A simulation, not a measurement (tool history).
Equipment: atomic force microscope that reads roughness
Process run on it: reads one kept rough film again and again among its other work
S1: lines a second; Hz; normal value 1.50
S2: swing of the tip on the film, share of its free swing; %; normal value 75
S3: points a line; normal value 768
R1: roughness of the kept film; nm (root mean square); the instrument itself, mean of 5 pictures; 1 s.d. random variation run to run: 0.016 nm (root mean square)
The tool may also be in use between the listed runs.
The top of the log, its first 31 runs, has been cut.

At day 14.929: height scale calibrated on a step standard, once more.
Run 32, day 15.017: usual settings but S1 1.39 Hz. Result: R1 3.684 nm (root mean square).
Run 33, day 15.429: usual settings but S1 2.63 Hz. Result: R1 3.493 nm (root mean square).
Run 34, day 15.696: usual settings but S1 2.63 Hz, S2 55 %, S3 439. Result: R1 3.725 nm (root mean square).
Run 35, day 15.988: usual settings but S1 2.63 Hz, S2 55 %, S3 439. Result: R1 3.707 nm (root mean square).
Run 36, day 16.633: usual settings but S1 1.32 Hz, S2 85 %, S3 570. Result: R1 3.498 nm (root mean square).
At day 16.808: new tip fitted.
Run 37, day 17.225: usual settings but S1 4.00 Hz, S2 85 %, S3 899. Result: R1 3.325 nm (root mean square).
Run 38, day 17.767: usual settings but S1 4.00 Hz, S2 85 %, S3 899. Result: R1 3.292 nm (root mean square).
Run 39, day 18.158: usual settings but S1 4.00 Hz, S2 85 %, S3 899. Result: R1 3.281 nm (root mean square).
Run 40, day 18.767: usual settings but S1 4.00 Hz, S2 85 %, S3 951. Result: R1 3.251 nm (root mean square).
Run 41, day 19.325: usual settings but S1 4.00 Hz, S2 77 %, S3 988. Result: R1 3.485 nm (root mean square).
Run 42, day 19.875: usual settings but S1 4.00 Hz, S2 77 %, S3 988. Result: R1 3.429 nm (root mean square).
Run 43, day 20.238: usual settings but S2 56 %, S3 884. Result: R1 3.947 nm (root mean square).
Run 44, day 20.858: usual settings but S2 77 %, S3 504. Result: R1 3.758 nm (root mean square).
Run 45, day 21.133: usual settings but S3 769. Result: R1 3.751 nm (root mean square).
Run 46, day 21.608: usual settings but S3 769. Result: R1 3.752 nm (root mean square).
Run 47, day 22.158: usual settings but S3 769. Result: R1 3.730 nm (root mean square).
Run 48, day 22.771: usual settings but S2 56 %, S3 769. Result: R1 3.849 nm (root mean square).
Run 49, day 23.175: usual settings but S2 57 %, S3 415. Result: R1 3.806 nm (root mean square).
Run 50, day 23.746: usual settings but S2 57 %. Result: R1 3.805 nm (root mean square).
Run 51, day 24.292: usual settings but S2 61 %. Result: R1 3.736 nm (root mean square).
Run 52, day 24.821: usual settings but S1 2.11 Hz, S2 67 %, S3 341. Result: R1 3.593 nm (root mean square).
At day 25.112: new tip fitted.
Run 53, day 25.117: usual settings but S1 2.44 Hz, S2 87 %, S3 1018. Result: R1 3.583 nm (root mean square).
Run 54, day 25.725: usual settings but S1 1.08 Hz, S2 62 %, S3 296. Result: R1 4.081 nm (root mean square).

Alternative continuations, all from the tool just after run 54; predict every row:
Run A, day 26.175: usual settings but S1 1.92 Hz, S2 68 %, S3 296. Result: R1 ?.
Run B, day 26.175: usual settings but S1 0.57 Hz, S2 88 %, S3 301. Result: R1 ?.
Run C, day 26.175: usual settings but S1 3.36 Hz, S2 59 %, S3 686. Result: R1 ?.

run     R1
  A  3.897
  B  3.956
  C  3.953
Without the tool's unlogged condition, the same runs would have read:
run     R1
  A  3.970
  B  4.030
  C  4.027

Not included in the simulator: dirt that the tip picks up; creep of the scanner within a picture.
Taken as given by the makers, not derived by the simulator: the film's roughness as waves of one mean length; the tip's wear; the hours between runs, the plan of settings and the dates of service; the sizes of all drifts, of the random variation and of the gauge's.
